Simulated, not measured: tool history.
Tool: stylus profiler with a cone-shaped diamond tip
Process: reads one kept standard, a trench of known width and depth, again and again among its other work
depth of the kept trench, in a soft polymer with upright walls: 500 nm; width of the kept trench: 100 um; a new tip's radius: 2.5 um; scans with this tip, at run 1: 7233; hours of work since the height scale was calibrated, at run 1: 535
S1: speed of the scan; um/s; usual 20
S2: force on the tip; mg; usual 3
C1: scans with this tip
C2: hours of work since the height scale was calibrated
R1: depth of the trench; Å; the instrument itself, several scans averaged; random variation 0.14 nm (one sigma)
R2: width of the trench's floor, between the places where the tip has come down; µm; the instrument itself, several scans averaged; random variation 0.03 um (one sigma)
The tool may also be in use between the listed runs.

Run 1, hour 0: usual settings; C1 7233; C2 535. Result: R1 5076.8 Å, R2 95.54 µm.
Run 2, hour 28.4: usual settings but S1 6 um/s; C1 7508; C2 555. Result: R1 5074.8 Å, R2 95.56 µm.
Run 3, hour 69.5: usual settings but S1 6 um/s; C1 7906; C2 585. Result: R1 5075.8 Å, R2 95.52 µm.
Run 4, hour 112.4: usual settings but S1 6 um/s; C1 8321; C2 616. Result: R1 5076.9 Å, R2 95.45 µm.
Run 5, hour 153.4: usual settings but S1 6 um/s; C1 8718; C2 645. Result: R1 5074.9 Å, R2 95.34 µm.
Run 6, hour 191.8: usual settings but S1 15 um/s; C1 9089; C2 672. Result: R1 5075 Å, R2 95.25 µm.
Run 7, hour 227.7: usual settings but S1 15 um/s; C1 9436; C2 698. Result: R1 5072.1 Å, R2 95.26 µm.
Run 8, hour 260.7: usual settings but S1 15 um/s; C1 9756; C2 722. Result: R1 5075.4 Å, R2 95.2 µm.
Run 9, hour 286.5: usual settings; C1 10005; C2 740. Result: R1 5074.4 Å, R2 95.19 µm.
Run 10, hour 328.9: usual settings; C1 10415; C2 771. Result: R1 5071.4 Å, R2 95.06 µm.
Run 11, hour 352.5: usual settings; C1 10644; C2 787. Result: R1 5074.4 Å, R2 95 µm.
Run 12, hour 370.8: usual settings; C1 10822; C2 801. Result: R1 5074.2 Å, R2 94.97 µm.
Run 13, hour 407.3: usual settings but S2 6.99 mg; C1 11174; C2 827. Result: R1 5134.1 Å, R2 95.01 µm.
Run 14, hour 449.8: usual settings but S2 6.99 mg; C1 11585; C2 857. Result: R1 5134.3 Å, R2 94.96 µm.
Run 15, hour 476.7: usual settings but S1 37 um/s, S2 3.31 mg; C1 11845; C2 876. Result: R1 5077.1 Å, R2 94.74 µm.
Run 16, hour 504.4: usual settings but S1 37 um/s, S2 3.31 mg; C1 12114; C2 896. Result: R1 5078.8 Å, R2 94.74 µm.
Run 17, hour 544.2: usual settings but S1 13 um/s, S2 3.31 mg; C1 12499; C2 925. Result: R1 5074.3 Å, R2 94.8 µm.
Run 18, hour 569.1: usual settings but S1 13 um/s, S2 3.31 mg; C1 12740; C2 943. Result: R1 5076 Å, R2 94.77 µm.
Run 19, hour 614.5: usual settings but S1 61 um/s, S2 3.96 mg; C1 13179; C2 975. Result: R1 5087.2 Å, R2 94.44 µm.
Run 20, hour 659.3: usual settings but S1 26 um/s, S2 1.22 mg; C1 13613; C2 1007. Result: R1 5033.3 Å, R2 94.5 µm.
Run 21, hour 697.5: usual settings but S1 12 um/s, S2 2.97 mg; C1 13982; C2 1034. Result: R1 5066.7 Å, R2 94.63 µm.
Run 22, hour 735.5: usual settings but S1 11 um/s, S2 1.8 mg; C1 14350; C2 1062. Result: R1 5043.3 Å, R2 94.58 µm.
Run 23, hour 769.9: usual settings but S1 17 um/s, S2 3.5 mg; C1 14682; C2 1086. Result: R1 5077.7 Å, R2 94.55 µm.
Run 24, hour 789.7: usual settings but S1 17 um/s, S2 3.5 mg; C1 14874; C2 1100. Result: R1 5080 Å, R2 94.52 µm.
Run 25, hour 815: usual settings but S1 17 um/s, S2 3.5 mg; C1 15119; C2 1119. Result: R1 5077.3 Å, R2 94.44 µm.
Run 26, hour 839.2: usual settings but S1 66 um/s, S2 1.39 mg; C1 15353; C2 1136. Result: R1 5035.9 Å, R2 93.96 µm.
Run 27, hour 873.7: usual settings but S1 45 um/s, S2 2.81 mg; C1 15687; C2 1161. Result: R1 5065 Å, R2 94.23 µm.

Forecast each of these 5 alternatives for the next run:
Run A, hour 904.2: usual settings but S1 64 um/s, S2 4.35 mg; C1 15982; C2 1182. Result: R1 ?, R2 ?.
Run B, hour 904.2: usual settings but S1 11 um/s, S2 1.62 mg; C1 15982; C2 1182. Result: R1 ?, R2 ?.
Run C, hour 904.2: usual settings but S2 3.66 mg; C1 15982; C2 1182. Result: R1 ?, R2 ?.
Run D, hour 904.2: usual settings but S1 19 um/s, S2 2.82 mg; C1 15982; C2 1182. Result: R1 ?, R2 ?.
Run E, hour 904.2: usual settings but S1 45 um/s, S2 5.87 mg; C1 15982; C2 1182. Result: R1 ?, R2 ?.

run      R1     R2
  A  5092.7  94.14
  B  5038.9  94.38
  C    5078  94.36
  D  5065.6  94.32
  E  5115.9  94.21
Without the tool's hidden state the same runs would have given:
run      R1     R2
  A  5107.3   96.7
  B  5053.3  96.94
  C  5092.4  96.92
  D  5080.1  96.88
  E  5130.5  96.77
